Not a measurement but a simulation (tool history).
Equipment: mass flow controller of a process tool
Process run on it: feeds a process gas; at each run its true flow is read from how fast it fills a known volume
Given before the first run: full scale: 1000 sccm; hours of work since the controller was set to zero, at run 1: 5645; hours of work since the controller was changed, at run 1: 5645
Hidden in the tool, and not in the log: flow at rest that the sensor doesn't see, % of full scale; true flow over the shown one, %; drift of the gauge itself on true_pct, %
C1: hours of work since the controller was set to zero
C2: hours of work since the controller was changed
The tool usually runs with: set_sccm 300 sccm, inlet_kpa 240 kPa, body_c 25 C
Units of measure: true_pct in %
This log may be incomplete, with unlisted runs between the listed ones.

Run 1, day 0.000: usual settings; C1 5645; C2 5645. Result: true_pct 95.95 %.
Run 2, day 8.388: usual settings; C1 5782; C2 5782. Result: true_pct 95.86 %.
Run 3, day 16.958: usual settings; C1 5923; C2 5923. Result: true_pct 95.78 %.
Run 4, day 23.725: usual settings; C1 6034; C2 6034. Result: true_pct 95.83 %.
Run 5, day 28.750: usual settings; C1 6117; C2 6117. Result: true_pct 95.62 %.
Run 6, day 38.438: usual settings; C1 6276; C2 6276. Result: true_pct 95.58 %.
Run 7, day 43.983: usual settings but set_sccm 180 sccm; C1 6367; C2 6367. Result: true_pct 93.37 %.
Run 8, day 47.996: usual settings but set_sccm 180 sccm; C1 6432; C2 6432. Result: true_pct 93.36 %.
Run 9, day 56.488: usual settings; C1 6572; C2 6572. Result: true_pct 95.55 %.
Run 10, day 62.029: usual settings; C1 6663; C2 6663. Result: true_pct 95.50 %.
Run 11, day 66.325: usual settings; C1 6733; C2 6733. Result: true_pct 95.46 %.
Run 12, day 72.267: usual settings; C1 6831; C2 6831. Result: true_pct 95.59 %.
Run 13, day 77.221: usual settings; C1 6912; C2 6912. Result: true_pct 95.41 %.
Run 14, day 84.267: usual settings; C1 7028; C2 7028. Result: true_pct 95.36 %.
Run 15, day 89.404: usual settings; C1 7112; C2 7112. Result: true_pct 95.32 %.
Run 16, day 98.704: usual settings; C1 7265; C2 7265. Result: true_pct 95.34 %.
Run 17, day 104.575: usual settings but set_sccm 439 sccm; C1 7361; C2 7361. Result: true_pct 96.74 %.
Run 18, day 110.171: usual settings but set_sccm 439 sccm, inlet_kpa 208 kPa; C1 7453; C2 7453. Result: true_pct 96.63 %.
Run 19, day 114.642: usual settings but set_sccm 439 sccm, inlet_kpa 208 kPa; C1 7526; C2 7526. Result: true_pct 96.56 %.
At day 118.508: controller's zero set anew.
Run 20, day 119.129: usual settings but set_sccm 439 sccm, inlet_kpa 208 kPa; C1 10; C2 7599. Result: true_pct 96.38 %.
Run 21, day 125.792: usual settings but set_sccm 439 sccm, inlet_kpa 208 kPa; C1 119; C2 7709. Result: true_pct 96.28 %.
Run 22, day 133.912: usual settings but set_sccm 439 sccm, inlet_kpa 208 kPa; C1 253; C2 7842. Result: true_pct 96.30 %.
Run 23, day 141.667: usual settings but set_sccm 439 sccm, inlet_kpa 208 kPa, body_c 30 C; C1 380; C2 7969. Result: true_pct 96.00 %.
Run 24, day 148.571: usual settings but set_sccm 183 sccm, inlet_kpa 233 kPa, body_c 34 C; C1 493; C2 8082. Result: true_pct 91.05 %.
At day 150.138: controller's zero set anew, once more.
Run 25, day 152.938: usual settings but set_sccm 157 sccm, inlet_kpa 235 kPa; C1 46; C2 8154. Result: true_pct 97.89 %.
Run 26, day 159.833: usual settings but set_sccm 157 sccm, inlet_kpa 235 kPa; C1 159; C2 8267. Result: true_pct 97.91 %.
Run 27, day 166.325: usual settings but set_sccm 114 sccm, inlet_kpa 251 kPa; C1 266; C2 8373. Result: true_pct 97.52 %.
Run 28, day 174.388: usual settings but set_sccm 393 sccm, inlet_kpa 224 kPa, body_c 38 C; C1 398; C2 8506. Result: true_pct 98.07 %.
Run 29, day 182.829: usual settings but inlet_kpa 150 kPa; C1 536; C2 8644. Result: true_pct 98.17 %.
Run 30, day 187.304: usual settings but set_sccm 263 sccm; C1 610; C2 8718. Result: true_pct 98.21 %.
Run 31, day 194.525: usual settings but set_sccm 263 sccm, inlet_kpa 188 kPa; C1 728; C2 8836. Result: true_pct 98.16 %.
Run 32, day 201.925: usual settings but set_sccm 263 sccm, inlet_kpa 188 kPa; C1 850; C2 8958. Result: true_pct 98.00 %.
Run 33, day 210.300: usual settings but inlet_kpa 172 kPa; C1 987; C2 9095. Result: true_pct 98.06 %.
Run 34, day 218.321: usual settings but inlet_kpa 172 kPa; C1 1119; C2 9227. Result: true_pct 98.07 %.
Run 35, day 222.454: usual settings but inlet_kpa 203 kPa; C1 1187; C2 9294. Result: true_pct 98.00 %.
Run 36, day 231.667: usual settings but inlet_kpa 203 kPa; C1 1338; C2 9446. Result: true_pct 98.03 %.
Run 37, day 236.167: usual settings but inlet_kpa 203 kPa; C1 1412; C2 9519. Result: true_pct 97.89 %.
Run 38, day 245.592: usual settings but inlet_kpa 246 kPa, body_c 29 C; C1 1566; C2 9674. Result: true_pct 97.80 %.
Run 39, day 252.842: usual settings but inlet_kpa 246 kPa, body_c 29 C; C1 1685; C2 9793. Result: true_pct 97.72 %.
Run 40, day 261.075: usual settings but set_sccm 675 sccm, inlet_kpa 148 kPa; C1 1820; C2 9928. Result: true_pct 99.32 %.
Run 41, day 265.050: usual settings but set_sccm 171 sccm, inlet_kpa 140 kPa; C1 1886; C2 9993. Result: true_pct 96.60 %.
Run 42, day 274.842: usual settings but set_sccm 171 sccm, inlet_kpa 140 kPa; C1 2046; C2 10154. Result: true_pct 96.52 %.

Predict each of these 5 candidate next runs independently; none follows another, all start after run 42:
Run A, day 283.842: usual settings but set_sccm 171 sccm, inlet_kpa 140 kPa, body_c 21 C; C1 2194; C2 10302. Result: true_pct ?.
Run B, day 283.842: usual settings but set_sccm 171 sccm, inlet_kpa 140 kPa, body_c 24 C; C1 2194; C2 10302. Result: true_pct ?.
Run C, day 283.842: usual settings but set_sccm 449 sccm, inlet_kpa 251 kPa; C1 2194; C2 10302. Result: true_pct ?.
Run D, day 283.842: usual settings but set_sccm 156 sccm, inlet_kpa 140 kPa; C1 2194; C2 10302. Result: true_pct ?.
Run E, day 283.842: usual settings but set_sccm 252 sccm, inlet_kpa 268 kPa; C1 2194; C2 10302. Result: true_pct ?.

run  true_pct
  A     96.64
  B     96.55
  C     98.48
  D     96.22
  E     97.48
Stripped of hidden state, with their random variation kept, the same runs would have yielded:
run  true_pct
  A     97.74
  B     97.65
  C     98.41
  D     97.49
  E     97.97
